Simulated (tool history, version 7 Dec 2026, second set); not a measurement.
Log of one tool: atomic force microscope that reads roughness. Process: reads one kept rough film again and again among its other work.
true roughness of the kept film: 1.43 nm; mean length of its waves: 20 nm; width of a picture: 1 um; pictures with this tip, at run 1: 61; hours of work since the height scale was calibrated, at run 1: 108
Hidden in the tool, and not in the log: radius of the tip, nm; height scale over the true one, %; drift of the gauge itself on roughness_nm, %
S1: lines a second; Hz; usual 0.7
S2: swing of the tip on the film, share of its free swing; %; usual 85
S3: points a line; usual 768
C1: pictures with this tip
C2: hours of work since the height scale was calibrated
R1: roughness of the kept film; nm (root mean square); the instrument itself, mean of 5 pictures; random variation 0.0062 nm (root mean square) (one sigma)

run     day     S1  S2   S3   C1   C2     R1
  1       0    0.7  85  768   61  108  1.183
  2   0.404    0.7  85  768   72  112  1.183
  3   0.717    0.7  85  531   80  115  1.169
  4   1.117    0.7  85  531   90  119  1.172
  5     1.6    0.7  85  531  103  124  1.169
  6    1.95    0.7  85  531  112  127  1.175
  7   2.262    0.7  85  531  120  130  1.172
  8   2.658  2.282  85  531  131  134  1.055
  9   2.892  2.282  85  531  137  136  1.052
 10   3.379  2.282  85  531  150  141   1.04
 11   3.638  2.282  85  531  156  144  1.047
 12   3.933  2.282  85  531  164  147  1.046
 13     4.2  2.282  85  531  171  149  1.043
 14   4.658    0.7  74  768  183  154  1.195
 15   4.875    0.7  74  768  189  156  1.196
 16   5.371    0.7  74  768  202  160  1.199
 17   5.804    0.7  74  768  213  165  1.208
 18   6.162    0.7  70  768  223  168   1.21
 19   6.483    0.7  69  437  231  171  1.206
      6.612  -- new tip fitted
 20     6.9    0.7  69  437    7  175  1.208
 21    7.15    0.7  69  437   14  178  1.217
 22   7.646    0.7  69  437   27  182  1.198
 23   8.125  2.136  84  768   40  187  1.071
 24   8.462  2.136  84  768   48  190  1.071
 25   8.775  0.905  65  768   57  193  1.213
 26   9.179  2.387  65  481   67  197  1.169
 27   9.429  0.631  87  418   74  200  1.166
 28   9.758  2.125  85  768   82  203  1.067
 29   10.05  0.573  73  768   90  206   1.22
 30  10.492  2.506  85  800  102  210  1.033
 31  10.958  1.127  85  260  114  214  1.112
 32  11.467    0.7  57  768  127  219  1.223
 33  11.758    0.7  57  768  135  222  1.228
 34  12.071    0.7  57  768  143  225  1.232
 35  12.504  0.526  70  768  154  229  1.224
 36  13.012  0.709  78  471  168  234  1.179

How the hidden state differs across the entries between the runs, from the last listed run before each to the first after it:
Between runs 19 and 20: new tip fitted (day 6.612)
  radius of the tip, nm: 10.3 -> 10
